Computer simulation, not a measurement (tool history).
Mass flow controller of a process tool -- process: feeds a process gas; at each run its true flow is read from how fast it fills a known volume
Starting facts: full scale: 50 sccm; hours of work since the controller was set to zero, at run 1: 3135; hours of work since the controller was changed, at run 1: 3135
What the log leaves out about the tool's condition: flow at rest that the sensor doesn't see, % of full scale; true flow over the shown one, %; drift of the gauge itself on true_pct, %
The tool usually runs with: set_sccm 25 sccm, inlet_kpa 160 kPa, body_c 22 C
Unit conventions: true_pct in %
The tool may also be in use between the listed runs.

run    hour  set_sccm  inlet_kpa  body_c  hours of work since the controller was set to zero  hours of work since the controller was changed  true_pct
  1     0.0        25        160      22                                                3135                                            3135     98.33
  2   150.6        36        160      22                                                3237                                            3237     99.42
  3   256.3        36        160      22                                                3309                                            3309     99.32
  4   338.1        36        160      22                                                3364                                            3364     99.58
  5   444.6        25        155      22                                                3437                                            3437     99.01
  6   555.6        25        155      22                                                3512                                            3512     98.98
  7   645.0        25        155      22                                                3572                                            3572     99.25
  8   792.4        25        160      22                                                3672                                            3672     99.46
  9   891.6        25        160      24                                                3740                                            3740     99.44
 10  1058.3        25        160      22                                                3853                                            3853     99.86
 11  1188.6        25        160      22                                                3941                                            3941    100.04
 12  1297.2        25        160      22                                                4015                                            4015    100.05
 13  1369.0        25        160      22                                                4063                                            4063    100.21
 14  1468.7        25        160      22                                                4131                                            4131    100.38
 15  1591.7        14        171      21                                                4214                                            4214    100.08
 16  1746.0        14        156      21                                                4319                                            4319    100.14
     1802.4  -- gauge calibrated
 17  1834.9        25        186      28                                                4379                                            4379     97.92
 18  1971.3        25        186      28                                                4472                                            4472     98.11
 19  2102.3        10        218      40                                                4561                                            4561     96.10
 20  2212.1        25        160      39                                                4635                                            4635     96.98
 21  2289.3        25        160      39                                                4687                                            4687     97.16
 22  2364.6        25        160      34                                                4738                                            4738     97.88
 23  2495.8        25        261      39                                                4827                                            4827     98.37
 24  2659.3        25        261      39                                                4938                                            4938     98.27
 25  2805.5         5        197      23                                                5037                                            5037     98.56
 26  2942.6        22        197      23                                                5130                                            5130     99.78
 27  3019.4        43        248      30                                                5182                                            5182    101.01

Describe how what the log doesn't record of the tool's condition differs between the last listed run preceding each entry between runs and the first listed run following it.
In the gap between runs 16 and 17: gauge calibrated (hour 1802.4)
  drift of the gauge itself on true_pct, %: 2.52 -> 0.05
  measured minus no-state result, true_pct: +2.46 -> +0.05 %

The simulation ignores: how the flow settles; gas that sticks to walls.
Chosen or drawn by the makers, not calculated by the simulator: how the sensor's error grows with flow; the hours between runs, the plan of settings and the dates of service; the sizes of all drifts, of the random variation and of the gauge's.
